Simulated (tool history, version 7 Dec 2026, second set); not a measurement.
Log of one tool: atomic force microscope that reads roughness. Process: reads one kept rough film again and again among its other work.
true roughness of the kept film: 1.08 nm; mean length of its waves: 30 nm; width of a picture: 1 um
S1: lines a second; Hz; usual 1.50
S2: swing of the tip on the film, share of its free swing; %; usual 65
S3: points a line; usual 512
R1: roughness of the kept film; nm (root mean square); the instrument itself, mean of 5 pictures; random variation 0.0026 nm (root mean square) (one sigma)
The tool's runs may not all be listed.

run 1 hour=0.0 | S1=1.50 S2=65 S3=512 | R1=0.984
-- hour=7.2 new tip fitted
run 2 hour=18.5 | S1=0.55 S2=65 S3=512 | R1=1.033
run 3 hour=38.0 | S1=0.55 S2=65 S3=512 | R1=1.025
run 4 hour=52.5 | S1=0.55 S2=65 S3=512 | R1=1.028
run 5 hour=69.3 | S1=1.50 S2=65 S3=512 | R1=0.992
run 6 hour=80.6 | S1=1.50 S2=65 S3=512 | R1=0.987
run 7 hour=101.5 | S1=1.50 S2=65 S3=512 | R1=0.987
run 8 hour=117.8 | S1=1.50 S2=65 S3=512 | R1=0.986
run 9 hour=140.0 | S1=1.50 S2=65 S3=512 | R1=0.983
-- hour=159.0 new tip fitted
run 10 hour=161.8 | S1=1.50 S2=65 S3=512 | R1=1.005
run 11 hour=171.9 | S1=1.50 S2=80 S3=512 | R1=0.950
run 12 hour=194.1 | S1=1.50 S2=80 S3=512 | R1=0.945
run 13 hour=214.5 | S1=1.50 S2=80 S3=512 | R1=0.945
run 14 hour=233.4 | S1=1.50 S2=80 S3=535 | R1=0.943
run 15 hour=247.0 | S1=1.50 S2=80 S3=535 | R1=0.937
run 16 hour=266.0 | S1=1.50 S2=80 S3=535 | R1=0.934
run 17 hour=277.1 | S1=1.50 S2=65 S3=512 | R1=0.987
run 18 hour=291.0 | S1=1.50 S2=65 S3=512 | R1=0.975
run 19 hour=302.2 | S1=1.50 S2=65 S3=512 | R1=0.978
-- hour=311.7 new tip fitted
run 20 hour=317.3 | S1=0.67 S2=65 S3=512 | R1=1.025
run 21 hour=329.9 | S1=1.50 S2=65 S3=503 | R1=0.998
run 22 hour=344.5 | S1=3.04 S2=65 S3=503 | R1=0.956
run 23 hour=356.8 | S1=3.04 S2=80 S3=503 | R1=0.860
run 24 hour=373.3 | S1=3.04 S2=80 S3=503 | R1=0.864
run 25 hour=386.0 | S1=3.04 S2=80 S3=503 | R1=0.862
run 26 hour=402.2 | S1=1.50 S2=65 S3=356 | R1=0.983
run 27 hour=423.8 | S1=1.50 S2=65 S3=356 | R1=0.980
run 28 hour=443.8 | S1=0.79 S2=65 S3=485 | R1=1.001
run 29 hour=456.4 | S1=0.79 S2=65 S3=485 | R1=0.998
-- hour=464.4 new tip fitted
run 30 hour=467.9 | S1=3.95 S2=65 S3=512 | R1=0.934
run 31 hour=481.3 | S1=1.50 S2=62 S3=955 | R1=1.013
run 32 hour=495.3 | S1=1.20 S2=63 S3=283 | R1=0.997
run 33 hour=519.1 | S1=1.37 S2=65 S3=459 | R1=0.998
run 34 hour=538.9 | S1=1.37 S2=65 S3=459 | R1=0.993
run 35 hour=554.8 | S1=1.37 S2=65 S3=459 | R1=0.983
run 36 hour=571.7 | S1=1.52 S2=65 S3=305 | R1=0.976
run 37 hour=589.8 | S1=1.50 S2=81 S3=282 | R1=0.916
run 38 hour=601.0 | S1=1.50 S2=81 S3=282 | R1=0.915
-- hour=617.1 new tip fitted
run 39 hour=617.7 | S1=1.50 S2=82 S3=1017 | R1=0.949
run 40 hour=637.6 | S1=1.50 S2=82 S3=1017 | R1=0.937
run 41 hour=653.8 | S1=0.51 S2=65 S3=421 | R1=1.024
run 42 hour=676.3 | S1=3.61 S2=69 S3=437 | R1=0.905
run 43 hour=686.9 | S1=3.61 S2=69 S3=437 | R1=0.913
run 44 hour=705.7 | S1=3.61 S2=69 S3=437 | R1=0.906
run 45 hour=729.3 | S1=2.53 S2=81 S3=844 | R1=0.871
run 46 hour=752.5 | S1=1.05 S2=81 S3=905 | R1=0.957
-- hour=769.0 new tip fitted
run 47 hour=769.0 | S1=0.91 S2=68 S3=905 | R1=1.018
run 48 hour=779.3 | S1=0.91 S2=68 S3=905 | R1=1.012
run 49 hour=796.4 | S1=2.68 S2=75 S3=424 | R1=0.914
run 50 hour=808.6 | S1=1.06 S2=66 S3=457 | R1=1.002
run 51 hour=821.2 | S1=1.50 S2=76 S3=512 | R1=0.959
run 52 hour=843.5 | S1=1.50 S2=76 S3=512 | R1=0.956
run 53 hour=861.6 | S1=1.50 S2=76 S3=512 | R1=0.950
run 54 hour=878.4 | S1=1.50 S2=76 S3=512 | R1=0.948

Forecast each of these 3 alternatives for the next run:
run A hour=891.0 | S1=1.50 S2=62 S3=397 | R1=?
run B hour=891.0 | S1=1.50 S2=70 S3=513 | R1=?
run C hour=891.0 | S1=2.35 S2=76 S3=512 | R1=?

run=A R1=0.985
run=B R1=0.971
run=C R1=0.912
Without the tool's hidden state the same runs would have given:
run=A R1=1.009
run=B R1=0.994
run=C R1=0.933
